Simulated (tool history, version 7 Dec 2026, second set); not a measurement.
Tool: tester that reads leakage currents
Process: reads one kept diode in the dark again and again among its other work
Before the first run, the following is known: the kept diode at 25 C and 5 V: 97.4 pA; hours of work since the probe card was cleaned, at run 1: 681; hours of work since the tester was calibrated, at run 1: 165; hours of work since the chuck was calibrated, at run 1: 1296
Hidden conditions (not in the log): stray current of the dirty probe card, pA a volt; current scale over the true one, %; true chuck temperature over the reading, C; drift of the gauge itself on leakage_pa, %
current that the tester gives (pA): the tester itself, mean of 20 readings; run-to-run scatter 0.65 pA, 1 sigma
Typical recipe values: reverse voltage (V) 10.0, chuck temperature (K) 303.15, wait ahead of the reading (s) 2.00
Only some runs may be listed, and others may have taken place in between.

run	hour	reverse voltage (V)	chuck temperature (K)	wait ahead of the reading (s)	hours of work since the probe card was cleaned	hours of work since the tester was calibrated	hours of work since the chuck was calibrated	current that the tester gives (pA)
1	0.0	10.0	303.15	2.00	681	165	1296	218.28
2	24.8	10.0	303.15	2.00	693	177	1309	219.91
3	49.4	10.0	303.15	2.00	706	189	1321	220.11
4	65.4	10.0	299.15	2.00	714	197	1329	160.53
5	84.6	10.0	299.15	2.00	723	207	1338	160.12
6	111.1	2.1	299.15	2.00	736	220	1351	66.09
7	128.2	13.8	303.15	2.00	745	228	1360	264.38
8	156.3	2.3	303.15	2.00	759	242	1374	96.02
9	175.9	2.3	303.15	2.00	769	252	1384	96.05
10	190.1	10.0	303.15	2.00	776	259	1391	219.92
11	203.2	1.3	303.15	2.00	782	266	1397	70.44
12	229.4	10.0	303.15	7.09	795	279	1410	220.05
13	251.0	10.0	303.15	7.09	806	289	1421	219.84
14	277.2	10.0	331.15	2.00	819	302	1434	1738.30
15	300.9	10.0	303.15	2.00	831	314	1446	219.45
16	317.5	10.0	303.15	2.00	839	322	1454	220.90
17	340.7	10.0	303.15	2.00	850	334	1466	219.75
18	369.2	10.0	303.15	2.00	865	348	1480	220.94
19	396.7	10.0	303.15	7.11	878	362	1493	220.36
20	418.2	10.0	306.15	2.00	889	373	1504	278.03
21	446.3	10.0	306.15	2.00	903	387	1518	280.12
22	462.8	1.4	303.15	0.80	911	395	1526	73.42
23	483.1	10.0	301.15	1.79	921	405	1536	190.53
24	499.5	10.0	301.15	1.79	929	413	1545	187.85
25	530.6	10.0	302.15	2.00	945	428	1560	204.00
26	555.5	9.3	303.15	3.26	957	441	1573	210.40
27	577.9	9.3	303.15	3.26	968	452	1584	211.48
28	606.3	6.0	303.15	2.00	983	466	1598	165.31
29	625.1	2.0	298.15	1.61	992	475	1607	59.62
30	657.0	2.0	298.15	1.61	1008	491	1623	59.39
31	672.6	2.0	298.15	1.61	1016	499	1631	59.49
32	691.1	2.7	303.15	2.00	1025	508	1640	105.17
33	713.3	3.1	309.15	7.77	1036	519	1651	182.08
34	739.2	3.1	309.15	7.77	1049	532	1664	180.57
35	756.7	3.1	309.15	7.77	1057	541	1673	181.66
36	774.2	5.3	309.15	7.77	1066	550	1681	245.37
37	789.4	5.3	309.15	7.77	1074	557	1689	242.94
38	816.3	10.0	308.15	0.68	1087	571	1702	326.84
39	833.9	10.0	308.15	0.68	1096	579	1711	327.81
40	848.9	10.0	309.15	8.04	1103	587	1718	351.28

What if the next run were any one of these 4? Each begins from the tool's condition after run 40:
A	864.3	10.0	298.15	0.31	1111	594	1726	?
B	864.3	5.7	314.15	1.24	1111	594	1726	?
C	864.3	1.2	303.15	0.47	1111	594	1726	?
D	864.3	10.0	322.15	2.00	1111	594	1726	?

run	current that the tester gives (pA)
A	157.55
B	371.04
C	67.10
D	912.66
Stripped of hidden state, with their random variation kept, the same runs would have yielded:
run	current that the tester gives (pA)
A	148.77
B	379.83
C	68.61
D	938.97
